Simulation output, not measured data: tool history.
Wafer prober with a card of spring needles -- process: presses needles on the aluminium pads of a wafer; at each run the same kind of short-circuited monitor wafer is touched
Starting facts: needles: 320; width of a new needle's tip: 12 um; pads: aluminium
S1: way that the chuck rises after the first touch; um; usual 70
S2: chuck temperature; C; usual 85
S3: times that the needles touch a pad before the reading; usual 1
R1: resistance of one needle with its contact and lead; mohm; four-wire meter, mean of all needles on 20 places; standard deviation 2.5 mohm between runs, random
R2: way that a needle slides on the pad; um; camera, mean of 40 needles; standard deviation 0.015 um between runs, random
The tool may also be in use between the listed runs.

Run 1, day 0.000: usual settings. Result: R1 335 mohm, R2 8.57 um.
At day 0.492: tips cleaned on abrasive film.
At day 1.117: tips cleaned on abrasive film.
Run 2, day 1.242: usual settings. Result: R1 335 mohm, R2 8.58 um.
At day 1.671: tips cleaned on abrasive film.
At day 2.296: tips cleaned on abrasive film.
Run 3, day 2.742: usual settings. Result: R1 358 mohm, R2 8.55 um.
At day 2.862: tips cleaned on abrasive film.
At day 3.425: tips cleaned on abrasive film.
Run 4, day 3.750: usual settings. Result: R1 354 mohm, R2 8.52 um.
At day 3.988: tips cleaned on abrasive film.
At day 4.604: tips cleaned on abrasive film.
Run 5, day 4.900: usual settings. Result: R1 350 mohm, R2 8.51 um.
At day 5.033: height of the first contact set anew.
At day 5.150: tips cleaned on abrasive film.
At day 5.692: tips cleaned on abrasive film.
Run 6, day 6.146: usual settings but S3 2. Result: R1 332 mohm, R2 8.43 um.
At day 6.279: tips cleaned on abrasive film.
At day 6.792: tips cleaned on abrasive film.
At day 7.379: tips cleaned on abrasive film.
Run 7, day 7.729: usual settings but S3 2. Result: R1 331 mohm, R2 8.39 um.
At day 7.988: tips cleaned on abrasive film.
At day 8.542: tips cleaned on abrasive film.
Run 8, day 9.004: usual settings but S2 61 C, S3 2. Result: R1 328 mohm, R2 8.37 um.
At day 9.138: tips cleaned on abrasive film.
At day 9.738: tips cleaned on abrasive film.
At day 10.333: tips cleaned on abrasive film.
At day 10.858: tips cleaned on abrasive film.
Run 9, day 10.858: usual settings but S2 61 C, S3 2. Result: R1 285 mohm, R2 8.34 um.
At day 11.458: tips cleaned on abrasive film.
At day 12.062: tips cleaned on abrasive film.
Run 10, day 12.246: usual settings but S2 50 C. Result: R1 334 mohm, R2 8.31 um.
At day 12.604: tips cleaned on abrasive film.
At day 13.142: tips cleaned on abrasive film.
Run 11, day 13.142: usual settings but S1 68 um, S2 28 C. Result: R1 282 mohm, R2 8.04 um.
At day 13.754: tips cleaned on abrasive film.
At day 14.379: tips cleaned on abrasive film.
Run 12, day 14.688: usual settings but S1 68 um, S2 28 C. Result: R1 348 mohm, R2 8.02 um.

Here are 4 independent what-if runs from the current tool condition. What would each one return?
At day 14.917: tips cleaned on abrasive film.
At day 15.496: tips cleaned on abrasive film.
Run A, day 15.592: usual settings but S1 84 um, S2 48 C, S3 2. Result: R1 ?, R2 ?.
At day 14.917: tips cleaned on abrasive film.
At day 15.496: tips cleaned on abrasive film.
Run B, day 15.592: usual settings but S2 37 C, S3 2. Result: R1 ?, R2 ?.
At day 14.917: tips cleaned on abrasive film.
At day 15.496: tips cleaned on abrasive film.
Run C, day 15.592: usual settings but S1 52 um, S2 28 C. Result: R1 ?, R2 ?.
At day 14.917: tips cleaned on abrasive film.
At day 15.496: tips cleaned on abrasive film.
Run D, day 15.592: usual settings but S1 68 um, S2 30 C, S3 3. Result: R1 ?, R2 ?.

run   R1     R2
  A  293  10.01
  B  301   8.27
  C  345   6.00
  D  286   7.99
Take away the tool's hidden state, keep each run's random variation, and the runs would have read:
run   R1     R2
  A  274  10.54
  B  274   8.80
  C  272   6.53
  D  268   8.52

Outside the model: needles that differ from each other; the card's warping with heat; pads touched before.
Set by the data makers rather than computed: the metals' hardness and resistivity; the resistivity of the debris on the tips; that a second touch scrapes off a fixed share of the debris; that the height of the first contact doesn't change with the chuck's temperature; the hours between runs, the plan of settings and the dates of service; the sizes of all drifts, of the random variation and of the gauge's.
